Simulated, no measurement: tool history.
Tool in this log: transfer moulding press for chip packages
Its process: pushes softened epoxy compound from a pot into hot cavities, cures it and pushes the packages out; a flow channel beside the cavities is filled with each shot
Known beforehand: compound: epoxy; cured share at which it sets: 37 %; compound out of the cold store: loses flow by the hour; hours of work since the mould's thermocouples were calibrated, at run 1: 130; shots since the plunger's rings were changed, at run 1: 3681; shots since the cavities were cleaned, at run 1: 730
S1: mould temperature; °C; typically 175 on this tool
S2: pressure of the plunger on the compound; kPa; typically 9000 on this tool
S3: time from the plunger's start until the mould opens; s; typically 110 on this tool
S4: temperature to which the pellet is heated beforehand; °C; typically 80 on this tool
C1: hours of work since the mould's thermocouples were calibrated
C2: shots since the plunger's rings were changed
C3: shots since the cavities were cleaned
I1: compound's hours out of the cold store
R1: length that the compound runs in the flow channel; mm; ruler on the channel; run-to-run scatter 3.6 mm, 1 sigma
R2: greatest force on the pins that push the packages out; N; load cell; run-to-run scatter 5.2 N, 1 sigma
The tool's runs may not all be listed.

run,hour,S1,S2,S3,S4,C1,C2,C3,I1,R1,R2
1,0,175,9000,110,80,130,3681,730,31.4,669,213
2,8.5,175,9000,110,80,134,3753,802,33.5,668,211
3,12.5,175,9000,146,80,136,3787,836,10.5,719,191
4,18.6,175,9000,110,85,139,3839,888,43.9,643,212
5,22.7,175,9000,110,85,141,3873,922,9.4,721,211
6,29.1,175,9000,110,85,145,3927,976,17.7,697,215
# hour 33.5: cavities cleaned with cleaning compound and waxed
7,39.5,175,9000,114,80,149,4003,51,33.9,660,206
8,46.1,175,9000,114,80,152,4059,107,43.3,640,199
9,52.8,175,9000,110,80,156,4116,164,41.7,643,201
10,60.2,175,9000,110,85,160,4179,227,14.2,706,206
11,68.2,176,8340,110,82,164,4246,294,13.2,684,207
12,73.5,176,6860,110,81,166,4290,338,40.8,568,198
13,81.1,171,8130,112,71,170,4355,403,34.9,635,217
14,86.9,175,7710,110,80,173,4404,452,32.6,620,207
15,93.9,175,7710,110,80,177,4463,511,8.9,664,212
16,101.9,179,8880,127,86,181,4531,579,21.6,675,200
17,106.1,179,8880,127,86,183,4567,615,21,680,198
18,111.1,179,10440,121,86,185,4609,657,23,729,193
19,119.2,174,10440,105,86,190,4677,725,46,690,208

4 options for the next run, each taken on its own from the tool as it stands now. Forecast them:
A,127.1,175,7290,139,80,194,4745,793,32,?,?
B,127.1,182,9300,143,86,194,4745,793,16.4,?,?
C,127.1,174,10560,105,89,194,4745,793,20.8,?,?
D,127.1,174,8670,114,78,194,4745,793,16.9,?,?

run,R1,R2
A,591,193
B,698,190
C,749,232
D,686,202
Stripped of hidden state, with their random variation kept, the same runs would have yielded:
run,R1,R2
A,593,190
B,700,187
C,751,229
D,688,198
